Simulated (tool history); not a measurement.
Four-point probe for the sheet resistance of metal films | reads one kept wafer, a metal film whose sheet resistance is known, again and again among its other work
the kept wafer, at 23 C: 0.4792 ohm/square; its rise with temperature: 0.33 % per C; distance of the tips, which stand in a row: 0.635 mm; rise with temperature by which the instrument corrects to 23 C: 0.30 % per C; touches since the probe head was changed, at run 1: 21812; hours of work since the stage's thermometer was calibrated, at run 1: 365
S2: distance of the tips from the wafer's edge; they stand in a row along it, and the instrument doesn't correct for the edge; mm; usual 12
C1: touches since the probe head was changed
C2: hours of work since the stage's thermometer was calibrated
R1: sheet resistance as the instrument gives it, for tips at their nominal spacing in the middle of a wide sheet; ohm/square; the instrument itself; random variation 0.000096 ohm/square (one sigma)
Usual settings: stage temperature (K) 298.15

run 1 hour=0 | stage_temperature_(K)=298.15 S2=12 | C1=21812 C2=365 | R1=0.47952
run 2 hour=22.3 | stage_temperature_(K)=298.15 S2=12 | C1=22779 C2=379 | R1=0.479431
run 3 hour=39.9 | stage_temperature_(K)=298.15 S2=12 | C1=23544 C2=390 | R1=0.479297
run 4 hour=69.3 | stage_temperature_(K)=298.15 S2=12 | C1=24823 C2=408 | R1=0.479478
run 5 hour=87.7 | stage_temperature_(K)=294.15 S2=12 | C1=25621 C2=419 | R1=0.478938
run 6 hour=100.7 | stage_temperature_(K)=294.15 S2=12 | C1=26186 C2=428 | R1=0.478981
run 7 hour=121.9 | stage_temperature_(K)=294.15 S2=46 | C1=27104 C2=441 | R1=0.478034
run 8 hour=136.7 | stage_temperature_(K)=294.15 S2=12 | C1=27749 C2=450 | R1=0.478661
run 9 hour=162.9 | stage_temperature_(K)=298.15 S2=12 | C1=28885 C2=466 | R1=0.479231
run 10 hour=183.5 | stage_temperature_(K)=298.15 S2=44 | C1=29781 C2=479 | R1=0.478472
run 11 hour=196.2 | stage_temperature_(K)=298.15 S2=44 | C1=30333 C2=487 | R1=0.478647
run 12 hour=225.8 | stage_temperature_(K)=298.15 S2=12 | C1=31617 C2=506 | R1=0.479325
run 13 hour=254.5 | stage_temperature_(K)=298.15 S2=12 | C1=32865 C2=524 | R1=0.479262
run 14 hour=282 | stage_temperature_(K)=298.15 S2=12 | C1=34058 C2=541 | R1=0.479214
run 15 hour=295.2 | stage_temperature_(K)=298.15 S2=6 | C1=34631 C2=549 | R1=0.481222
run 16 hour=320.2 | stage_temperature_(K)=300.15 S2=8 | C1=35717 C2=565 | R1=0.480155
run 17 hour=345.3 | stage_temperature_(K)=300.15 S2=8 | C1=36806 C2=580 | R1=0.480023
-- hour=347 stage's thermometer calibrated
run 18 hour=364.9 | stage_temperature_(K)=300.15 S2=8 | C1=37634 C2=11 | R1=0.480003
run 19 hour=386 | stage_temperature_(K)=298.15 S2=4 | C1=38551 C2=24 | R1=0.484523
run 20 hour=411.1 | stage_temperature_(K)=304.15 S2=12 | C1=39639 C2=40 | R1=0.479632
run 21 hour=440 | stage_temperature_(K)=302.15 S2=15 | C1=40894 C2=58 | R1=0.47906
run 22 hour=453.9 | stage_temperature_(K)=302.15 S2=15 | C1=41498 C2=67 | R1=0.479037

Forecast run 23:
-- hour=470.6 stage's thermometer calibrated, once more
run 23 hour=477.4 | stage_temperature_(K)=302.15 S2=15 | C1=42496 C2=4 | R1=?

Run 23 gave R1 0.479216 ohm/square.
Without the tool's hidden state the same run would have given R1 0.480246 ohm/square.
